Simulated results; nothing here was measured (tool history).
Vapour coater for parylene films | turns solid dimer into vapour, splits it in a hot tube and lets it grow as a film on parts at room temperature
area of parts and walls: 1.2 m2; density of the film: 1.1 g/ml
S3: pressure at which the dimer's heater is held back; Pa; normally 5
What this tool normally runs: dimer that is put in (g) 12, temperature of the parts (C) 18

Run 1, hour 0: usual settings. Result: thickness of the film (µm) 4.36.
Run 2, hour 41.4: usual settings. Result: thickness of the film (µm) 4.31.
Run 3, hour 84.4: usual settings. Result: thickness of the film (µm) 4.24.
At hour 96: trap's valve overhauled.
Run 4, hour 133.5: usual settings. Result: thickness of the film (µm) 4.56.
Run 5, hour 169.1: usual settings. Result: thickness of the film (µm) 4.44.
Run 6, hour 230.3: usual settings but temperature of the parts (C) 24. Result: thickness of the film (µm) 3.45.
Run 7, hour 286.5: usual settings but temperature of the parts (C) 24. Result: thickness of the film (µm) 3.41.
Run 8, hour 334.4: usual settings. Result: thickness of the film (µm) 4.43.
Run 9, hour 373.2: usual settings. Result: thickness of the film (µm) 4.4.
Run 10, hour 416.6: usual settings but S3 10.74 Pa. Result: thickness of the film (µm) 4.03.
Run 11, hour 487.1: usual settings but S3 10.74 Pa. Result: thickness of the film (µm) 4.02.
Run 12, hour 560.7: usual settings but dimer that is put in (g) 8, temperature of the parts (C) 24, S3 11.53 Pa. Result: thickness of the film (µm) 1.99.
Run 13, hour 638.8: usual settings but dimer that is put in (g) 5. Result: thickness of the film (µm) 1.74.
At hour 653.9: trap's valve overhauled.
Run 14, hour 697.1: usual settings but dimer that is put in (g) 5. Result: thickness of the film (µm) 1.9.
Run 15, hour 754.7: usual settings but temperature of the parts (C) 26, S3 9.36 Pa. Result: thickness of the film (µm) 2.93.
Run 16, hour 811.3: usual settings but dimer that is put in (g) 20, S3 6.42 Pa. Result: thickness of the film (µm) 7.3.
Run 17, hour 853.8: usual settings but dimer that is put in (g) 7, temperature of the parts (C) 25, S3 2.92 Pa. Result: thickness of the film (µm) 2.
Run 18, hour 930.2: usual settings but S3 4.89 Pa. Result: thickness of the film (µm) 4.41.
Run 19, hour 976.6: usual settings but dimer that is put in (g) 6, temperature of the parts (C) 25, S3 7.35 Pa. Result: thickness of the film (µm) 1.47.
Run 20, hour 1023.2: usual settings but dimer that is put in (g) 10, temperature of the parts (C) 15. Result: thickness of the film (µm) 4.13.

Each row is a separate what-if for the run after 20, all from the same tool condition, not one after another. Results?
Run A, hour 1087.5: usual settings but dimer that is put in (g) 10. Result: thickness of the film (µm) ?.
Run B, hour 1087.5: usual settings but temperature of the parts (C) 10, S3 3.13 Pa. Result: thickness of the film (µm) ?.
Run C, hour 1087.5: usual settings but dimer that is put in (g) 19, temperature of the parts (C) 15, S3 9.19 Pa. Result: thickness of the film (µm) ?.
Run D, hour 1087.5: usual settings but dimer that is put in (g) 10, temperature of the parts (C) 11, S3 4.86 Pa. Result: thickness of the film (µm) ?.

run  thickness of the film (µm)
  A                        3.54
  B                        6.39
  C                        7.16
  D                        4.82
With the hidden condition removed and each run's random variation left untouched, the same runs would have given:
run  thickness of the film (µm)
  A                        3.87
  B                        6.98
  C                        7.82
  D                        5.26

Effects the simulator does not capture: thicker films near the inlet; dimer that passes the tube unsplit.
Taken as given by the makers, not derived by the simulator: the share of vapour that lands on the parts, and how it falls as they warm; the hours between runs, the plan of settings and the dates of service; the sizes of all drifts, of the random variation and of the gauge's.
